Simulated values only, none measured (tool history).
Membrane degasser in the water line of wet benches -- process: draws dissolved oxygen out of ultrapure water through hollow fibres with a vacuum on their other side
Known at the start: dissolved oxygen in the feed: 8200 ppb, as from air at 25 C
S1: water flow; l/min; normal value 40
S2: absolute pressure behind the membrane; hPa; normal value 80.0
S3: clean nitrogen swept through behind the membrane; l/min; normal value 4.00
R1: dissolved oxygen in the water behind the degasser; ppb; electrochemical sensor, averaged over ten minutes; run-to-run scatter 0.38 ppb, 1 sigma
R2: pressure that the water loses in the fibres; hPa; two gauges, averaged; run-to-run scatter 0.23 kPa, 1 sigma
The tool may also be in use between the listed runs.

{"run": 1, "hour": 0.0, "S1": 40, "S2": 80.0, "S3": 4.0, "R1": 116.2, "R2": 587.2}
{"run": 2, "hour": 60.7, "S1": 40, "S2": 80.0, "S3": 4.26, "R1": 110.4, "R2": 586.4}
{"run": 3, "hour": 119.6, "S1": 40, "S2": 67.2, "S3": 4.0, "R1": 87.0, "R2": 590.4}
{"run": 4, "hour": 180.9, "S1": 40, "S2": 80.0, "S3": 4.0, "R1": 116.7, "R2": 594.3}
{"run": 5, "hour": 217.4, "S1": 40, "S2": 80.0, "S3": 2.1, "R1": 206.8, "R2": 586.6}
{"run": 6, "hour": 252.1, "S1": 40, "S2": 80.0, "S3": 4.0, "R1": 116.3, "R2": 590.0}
{"run": 7, "hour": 290.4, "S1": 40, "S2": 80.0, "S3": 4.0, "R1": 116.6, "R2": 593.1}
{"run": 8, "hour": 359.3, "S1": 40, "S2": 80.0, "S3": 4.0, "R1": 116.4, "R2": 591.0}
{"run": 9, "hour": 396.0, "S1": 40, "S2": 80.0, "S3": 4.0, "R1": 116.4, "R2": 592.0}
{"run": 10, "hour": 429.8, "S1": 40, "S2": 80.0, "S3": 4.0, "R1": 116.6, "R2": 588.6}
{"run": 11, "hour": 488.5, "S1": 40, "S2": 80.0, "S3": 4.0, "R1": 116.7, "R2": 595.1}
{"run": 12, "hour": 547.3, "S1": 40, "S2": 80.0, "S3": 4.0, "R1": 117.3, "R2": 591.7}
{"run": 13, "hour": 604.3, "S1": 40, "S2": 80.0, "S3": 4.0, "R1": 117.6, "R2": 590.5}
{"run": 14, "hour": 657.8, "S1": 40, "S2": 92.4, "S3": 4.0, "R1": 145.8, "R2": 591.7}
{"run": 15, "hour": 724.2, "S1": 40, "S2": 92.4, "S3": 4.0, "R1": 145.9, "R2": 589.5}
{"run": 16, "hour": 780.7, "S1": 55, "S2": 80.0, "S3": 4.63, "R1": 140.1, "R2": 815.6}
{"run": 17, "hour": 827.1, "S1": 55, "S2": 101.3, "S3": 4.63, "R1": 196.3, "R2": 812.4}
{"run": 18, "hour": 875.8, "S1": 36, "S2": 95.3, "S3": 2.06, "R1": 251.5, "R2": 530.9}
{"run": 19, "hour": 951.0, "S1": 40, "S2": 105.5, "S3": 4.0, "R1": 175.8, "R2": 591.2}
{"run": 20, "hour": 989.6, "S1": 40, "S2": 105.5, "S3": 4.0, "R1": 176.5, "R2": 592.7}
{"run": 21, "hour": 1046.6, "S1": 40, "S2": 105.5, "S3": 4.0, "R1": 177.3, "R2": 594.7}
{"run": 22, "hour": 1105.5, "S1": 40, "S2": 105.5, "S3": 4.0, "R1": 176.1, "R2": 590.9}
{"run": 23, "hour": 1156.0, "S1": 47, "S2": 80.0, "S3": 4.0, "R1": 137.0, "R2": 695.5}
{"run": 24, "hour": 1188.6, "S1": 35, "S2": 96.3, "S3": 8.68, "R1": 65.7, "R2": 519.1}
{"run": 25, "hour": 1236.8, "S1": 35, "S2": 96.3, "S3": 8.68, "R1": 65.9, "R2": 519.9}
{"run": 26, "hour": 1292.1, "S1": 59, "S2": 57.7, "S3": 4.5, "R1": 88.0, "R2": 870.6}

Forecast each of these 5 alternatives for the next run:
{"run": "A", "hour": 1360.5, "S1": 40, "S2": 150.4, "S3": 4.0, "R1": "?", "R2": "?"}
{"run": "B", "hour": 1360.5, "S1": 50, "S2": 170.8, "S3": 2.27, "R1": "?", "R2": "?"}
{"run": "C", "hour": 1360.5, "S1": 30, "S2": 117.2, "S3": 4.42, "R1": "?", "R2": "?"}
{"run": "D", "hour": 1360.5, "S1": 59, "S2": 87.6, "S3": 4.5, "R1": "?", "R2": "?"}
{"run": "E", "hour": 1360.5, "S1": 54, "S2": 198.0, "S3": 2.96, "R1": "?", "R2": "?"}

run=A R1=277.1 R2=590.3
run=B R1=639.1 R2=740.7
run=C R1=141.0 R2=444.6
run=D R1=176.8 R2=874.3
run=E R1=643.2 R2=798.8
The same runs, with their run-to-run variation unchanged, on a tool lacking any hidden condition would have given:
run=A R1=272.3 R2=585.3
run=B R1=631.4 R2=734.4
run=C R1=137.5 R2=440.8
run=D R1=172.1 R2=866.9
run=E R1=636.0 R2=792.0
